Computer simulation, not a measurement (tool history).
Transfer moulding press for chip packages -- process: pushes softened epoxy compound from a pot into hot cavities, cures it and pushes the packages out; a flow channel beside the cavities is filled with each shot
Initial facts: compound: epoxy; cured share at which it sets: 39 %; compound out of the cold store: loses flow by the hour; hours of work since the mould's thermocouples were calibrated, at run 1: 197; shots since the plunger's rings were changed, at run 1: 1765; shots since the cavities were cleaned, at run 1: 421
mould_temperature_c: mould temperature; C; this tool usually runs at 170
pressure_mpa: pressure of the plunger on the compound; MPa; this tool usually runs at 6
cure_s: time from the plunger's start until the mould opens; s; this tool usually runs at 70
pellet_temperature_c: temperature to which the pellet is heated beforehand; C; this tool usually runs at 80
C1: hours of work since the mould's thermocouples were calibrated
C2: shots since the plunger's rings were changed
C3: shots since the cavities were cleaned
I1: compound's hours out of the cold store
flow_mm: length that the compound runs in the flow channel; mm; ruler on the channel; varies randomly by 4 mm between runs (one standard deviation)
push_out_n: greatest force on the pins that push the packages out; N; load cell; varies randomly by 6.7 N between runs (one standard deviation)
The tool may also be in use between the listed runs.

{"run": 1, "day": 0.0, "mould_temperature_c": 170, "pressure_mpa": 6, "cure_s": 70, "pellet_temperature_c": 80, "C1": 197, "C2": 1765, "C3": 421, "I1": 41, "flow_mm": 764, "push_out_n": 386}
{"run": 2, "day": 0.692, "mould_temperature_c": 170, "pressure_mpa": 6, "cure_s": 70, "pellet_temperature_c": 80, "C1": 208, "C2": 2021, "C3": 677, "I1": 43.4, "flow_mm": 754, "push_out_n": 431}
{"day": 1.392, "done": "cavities cleaned with cleaning compound and waxed"}
{"run": 3, "day": 1.425, "mould_temperature_c": 170, "pressure_mpa": 6, "cure_s": 70, "pellet_temperature_c": 80, "C1": 218, "C2": 2267, "C3": 12, "I1": 17.6, "flow_mm": 826, "push_out_n": 625}
{"run": 4, "day": 2.046, "mould_temperature_c": 168, "pressure_mpa": 6, "cure_s": 70, "pellet_temperature_c": 80, "C1": 228, "C2": 2496, "C3": 241, "I1": 11.7, "flow_mm": 845, "push_out_n": 660}
{"run": 5, "day": 2.996, "mould_temperature_c": 168, "pressure_mpa": 6, "cure_s": 70, "pellet_temperature_c": 83, "C1": 243, "C2": 2845, "C3": 590, "I1": 19.4, "flow_mm": 825, "push_out_n": 645}
{"run": 6, "day": 3.454, "mould_temperature_c": 168, "pressure_mpa": 6, "cure_s": 70, "pellet_temperature_c": 83, "C1": 250, "C2": 3014, "C3": 759, "I1": 17.3, "flow_mm": 827, "push_out_n": 654}
{"day": 3.846, "done": "cavities cleaned with cleaning compound and waxed, once more"}
{"run": 7, "day": 4.312, "mould_temperature_c": 168, "pressure_mpa": 6, "cure_s": 70, "pellet_temperature_c": 83, "C1": 262, "C2": 3307, "C3": 171, "I1": 20.3, "flow_mm": 820, "push_out_n": 366}
{"run": 8, "day": 4.721, "mould_temperature_c": 170, "pressure_mpa": 6, "cure_s": 70, "pellet_temperature_c": 80, "C1": 268, "C2": 3458, "C3": 322, "I1": 43, "flow_mm": 738, "push_out_n": 374}
{"run": 9, "day": 5.383, "mould_temperature_c": 170, "pressure_mpa": 6, "cure_s": 70, "pellet_temperature_c": 80, "C1": 279, "C2": 3702, "C3": 566, "I1": 45.7, "flow_mm": 737, "push_out_n": 422}
{"run": 10, "day": 6.121, "mould_temperature_c": 170, "pressure_mpa": 6, "cure_s": 70, "pellet_temperature_c": 80, "C1": 290, "C2": 3973, "C3": 837, "I1": 43.7, "flow_mm": 733, "push_out_n": 448}
{"day": 6.417, "done": "cavities cleaned with cleaning compound and waxed"}
{"run": 11, "day": 6.875, "mould_temperature_c": 170, "pressure_mpa": 6, "cure_s": 70, "pellet_temperature_c": 80, "C1": 301, "C2": 4229, "C3": 170, "I1": 45.6, "flow_mm": 728, "push_out_n": 342}
{"run": 12, "day": 7.662, "mould_temperature_c": 170, "pressure_mpa": 6, "cure_s": 70, "pellet_temperature_c": 80, "C1": 313, "C2": 4519, "C3": 460, "I1": 22.1, "flow_mm": 795, "push_out_n": 383}
{"run": 13, "day": 8.188, "mould_temperature_c": 170, "pressure_mpa": 6, "cure_s": 70, "pellet_temperature_c": 80, "C1": 321, "C2": 4713, "C3": 654, "I1": 22, "flow_mm": 782, "push_out_n": 452}
{"day": 8.942, "done": "cavities cleaned with cleaning compound and waxed"}
{"run": 14, "day": 9.0, "mould_temperature_c": 162, "pressure_mpa": 6.85, "cure_s": 70, "pellet_temperature_c": 72, "C1": 332, "C2": 4989, "C3": 21, "I1": 41, "flow_mm": 823, "push_out_n": 468}
{"run": 15, "day": 9.879, "mould_temperature_c": 162, "pressure_mpa": 6.85, "cure_s": 51, "pellet_temperature_c": 80, "C1": 346, "C2": 5313, "C3": 345, "I1": 36.7, "flow_mm": 835, "push_out_n": 1185}
{"run": 16, "day": 10.504, "mould_temperature_c": 162, "pressure_mpa": 6.85, "cure_s": 51, "pellet_temperature_c": 80, "C1": 356, "C2": 5543, "C3": 575, "I1": 32, "flow_mm": 846, "push_out_n": 1357}
{"day": 11.167, "done": "plunger's sealing rings changed"}
{"run": 17, "day": 11.175, "mould_temperature_c": 162, "pressure_mpa": 6.85, "cure_s": 51, "pellet_temperature_c": 80, "C1": 364, "C2": 3, "C3": 783, "I1": 32.2, "flow_mm": 912, "push_out_n": 1468}
{"day": 11.554, "done": "cavities cleaned with cleaning compound and waxed"}
{"run": 18, "day": 12.129, "mould_temperature_c": 164, "pressure_mpa": 5.12, "cure_s": 55, "pellet_temperature_c": 76, "C1": 378, "C2": 332, "C3": 212, "I1": 11.6, "flow_mm": 823, "push_out_n": 965}
{"run": 19, "day": 12.854, "mould_temperature_c": 175, "pressure_mpa": 4.61, "cure_s": 101, "pellet_temperature_c": 71, "C1": 389, "C2": 599, "C3": 479, "I1": 40.4, "flow_mm": 663, "push_out_n": 342}
{"run": 20, "day": 13.396, "mould_temperature_c": 172, "pressure_mpa": 6.95, "cure_s": 70, "pellet_temperature_c": 83, "C1": 398, "C2": 798, "C3": 678, "I1": 44.8, "flow_mm": 813, "push_out_n": 418}
{"day": 14.083, "done": "cavities cleaned with cleaning compound and waxed"}
{"run": 21, "day": 14.183, "mould_temperature_c": 170, "pressure_mpa": 6, "cure_s": 87, "pellet_temperature_c": 80, "C1": 409, "C2": 1067, "C3": 37, "I1": 38.6, "flow_mm": 786, "push_out_n": 240}
{"run": 22, "day": 14.675, "mould_temperature_c": 169, "pressure_mpa": 4.64, "cure_s": 63, "pellet_temperature_c": 73, "C1": 416, "C2": 1247, "C3": 217, "I1": 8.7, "flow_mm": 768, "push_out_n": 445}
{"run": 23, "day": 15.471, "mould_temperature_c": 169, "pressure_mpa": 4.64, "cure_s": 63, "pellet_temperature_c": 73, "C1": 429, "C2": 1541, "C3": 511, "I1": 9.4, "flow_mm": 755, "push_out_n": 509}
{"run": 24, "day": 16.233, "mould_temperature_c": 169, "pressure_mpa": 7.25, "cure_s": 63, "pellet_temperature_c": 73, "C1": 440, "C2": 1821, "C3": 791, "I1": 33.8, "flow_mm": 883, "push_out_n": 563}
{"day": 16.625, "done": "cavities cleaned with cleaning compound and waxed"}
{"run": 25, "day": 16.883, "mould_temperature_c": 169, "pressure_mpa": 7.25, "cure_s": 63, "pellet_temperature_c": 73, "C1": 450, "C2": 2038, "C3": 96, "I1": 34.7, "flow_mm": 870, "push_out_n": 378}
{"run": 26, "day": 17.55, "mould_temperature_c": 166, "pressure_mpa": 6.26, "cure_s": 59, "pellet_temperature_c": 81, "C1": 460, "C2": 2283, "C3": 341, "I1": 41.1, "flow_mm": 803, "push_out_n": 632}

Branching from run 26: 3 alternative next runs. What would each branch give?
{"run": "A", "day": 18.371, "mould_temperature_c": 170, "pressure_mpa": 6.86, "cure_s": 72, "pellet_temperature_c": 76, "C1": 473, "C2": 2586, "C3": 644, "I1": 11.9, "flow_mm": "?", "push_out_n": "?"}
{"run": "B", "day": 18.371, "mould_temperature_c": 173, "pressure_mpa": 6.43, "cure_s": 79, "pellet_temperature_c": 80, "C1": 473, "C2": 2586, "C3": 644, "I1": 40.8, "flow_mm": "?", "push_out_n": "?"}
{"run": "C", "day": 18.371, "mould_temperature_c": 175, "pressure_mpa": 4.74, "cure_s": 94, "pellet_temperature_c": 80, "C1": 473, "C2": 2586, "C3": 644, "I1": 16.2, "flow_mm": "?", "push_out_n": "?"}

run=A flow_mm=895 push_out_n=431
run=B flow_mm=762 push_out_n=357
run=C flow_mm=713 push_out_n=368
Take away the tool's hidden state, keep each run's random variation, and the runs would have read:
run=A flow_mm=928 push_out_n=281
run=B flow_mm=791 push_out_n=224
run=C flow_mm=739 push_out_n=233
